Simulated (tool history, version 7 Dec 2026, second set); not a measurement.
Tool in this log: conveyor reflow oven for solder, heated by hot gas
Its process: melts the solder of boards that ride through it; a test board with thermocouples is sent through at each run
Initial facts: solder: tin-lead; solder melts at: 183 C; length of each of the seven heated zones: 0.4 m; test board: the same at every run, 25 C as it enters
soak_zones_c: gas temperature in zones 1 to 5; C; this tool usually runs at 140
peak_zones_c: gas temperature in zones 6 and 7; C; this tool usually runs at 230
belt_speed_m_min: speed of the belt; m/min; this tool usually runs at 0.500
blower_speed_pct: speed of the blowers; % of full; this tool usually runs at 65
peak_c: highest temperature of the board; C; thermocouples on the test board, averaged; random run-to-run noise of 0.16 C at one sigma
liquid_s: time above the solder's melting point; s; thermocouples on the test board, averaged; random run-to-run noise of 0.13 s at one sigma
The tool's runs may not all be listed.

| run | hour | soak_zones_c | peak_zones_c | belt_speed_m_min | blower_speed_pct | peak_c | liquid_s |
|---|---|---|---|---|---|---|---|
| 1 | 0.0 | 140 | 230 | 0.500 | 65 | 213.4 | 69.8 |
| 2 | 40.5 | 140 | 220 | 0.500 | 65 | 204.7 | 59.2 |
| 3 | 96.4 | 140 | 220 | 0.500 | 65 | 204.6 | 59.0 |
|  | 109.4 | flux residue cleaned out of gas plates and filters |
| 4 | 134.9 | 140 | 220 | 0.500 | 65 | 205.3 | 61.1 |
| 5 | 179.9 | 140 | 220 | 0.500 | 65 | 205.0 | 60.7 |
| 6 | 218.3 | 140 | 220 | 0.500 | 65 | 205.1 | 60.5 |
| 7 | 275.5 | 140 | 234 | 0.500 | 65 | 216.8 | 74.2 |
| 8 | 334.1 | 140 | 234 | 0.500 | 65 | 216.5 | 73.8 |
| 9 | 381.4 | 140 | 234 | 0.500 | 64 | 216.4 | 73.4 |
|  | 389.1 | belt drive overhauled, speed set with a stopwatch |
|  | 403.0 | thermocouples of zones 6 and 7 changed |
| 10 | 437.3 | 153 | 234 | 0.500 | 64 | 220.6 | 84.9 |
|  | 471.8 | flux residue cleaned out of gas plates and filters |
| 11 | 500.8 | 153 | 234 | 0.472 | 64 | 222.6 | 92.4 |
| 12 | 555.0 | 153 | 234 | 0.472 | 64 | 222.4 | 92.0 |
| 13 | 589.4 | 153 | 234 | 0.472 | 64 | 222.3 | 92.1 |
| 14 | 631.6 | 153 | 234 | 0.472 | 64 | 222.1 | 92.3 |
| 15 | 658.5 | 153 | 234 | 0.472 | 64 | 222.3 | 92.1 |
|  | 675.3 | belt drive overhauled, speed set with a stopwatch, once more |
| 16 | 694.1 | 154 | 230 | 0.529 | 65 | 214.9 | 73.3 |
| 17 | 723.4 | 150 | 230 | 0.500 | 65 | 215.5 | 76.5 |
| 18 | 769.1 | 150 | 230 | 0.500 | 65 | 215.7 | 76.7 |
| 19 | 802.4 | 126 | 234 | 0.485 | 64 | 215.3 | 67.3 |
|  | 834.8 | flux residue cleaned out of gas plates and filters |
| 20 | 838.6 | 138 | 242 | 0.485 | 64 | 225.5 | 81.5 |
| 21 | 871.7 | 145 | 224 | 0.559 | 67 | 207.4 | 57.3 |
| 22 | 930.1 | 138 | 224 | 0.559 | 67 | 205.6 | 52.1 |
| 23 | 954.9 | 141 | 233 | 0.456 | 87 | 223.1 | 88.3 |
| 24 | 994.3 | 140 | 230 | 0.500 | 66 | 214.0 | 70.1 |
| 25 | 1030.0 | 143 | 230 | 0.500 | 56 | 211.9 | 68.1 |
| 26 | 1059.4 | 143 | 230 | 0.500 | 56 | 211.8 | 68.5 |
| 27 | 1089.4 | 143 | 230 | 0.500 | 56 | 211.6 | 68.3 |
| 28 | 1123.8 | 155 | 223 | 0.406 | 56 | 212.6 | 96.5 |
| 29 | 1156.8 | 128 | 230 | 0.500 | 78 | 214.2 | 66.3 |

Predict each of these 4 candidate next runs independently; none follows another, all start after run 29:
|  | 1192.7 | flux residue cleaned out of gas plates and filters |
| A | 1208.4 | 146 | 230 | 0.456 | 78 | ? | ? |
|  | 1192.7 | flux residue cleaned out of gas plates and filters |
| B | 1208.4 | 140 | 230 | 0.500 | 65 | ? | ? |
|  | 1192.7 | flux residue cleaned out of gas plates and filters |
| C | 1208.4 | 133 | 227 | 0.521 | 65 | ? | ? |
|  | 1192.7 | flux residue cleaned out of gas plates and filters |
| D | 1208.4 | 128 | 230 | 0.519 | 60 | ? | ? |

| run | peak_c | liquid_s |
|---|---|---|
| A | 219.4 | 87.6 |
| B | 213.7 | 70.2 |
| C | 208.6 | 58.4 |
| D | 208.9 | 56.2 |
Stripped of hidden state, with their random variation kept, the same runs would have yielded:
| run | peak_c | liquid_s |
|---|---|---|
| A | 221.1 | 88.1 |
| B | 215.3 | 71.1 |
| C | 210.2 | 59.6 |
| D | 210.4 | 57.5 |
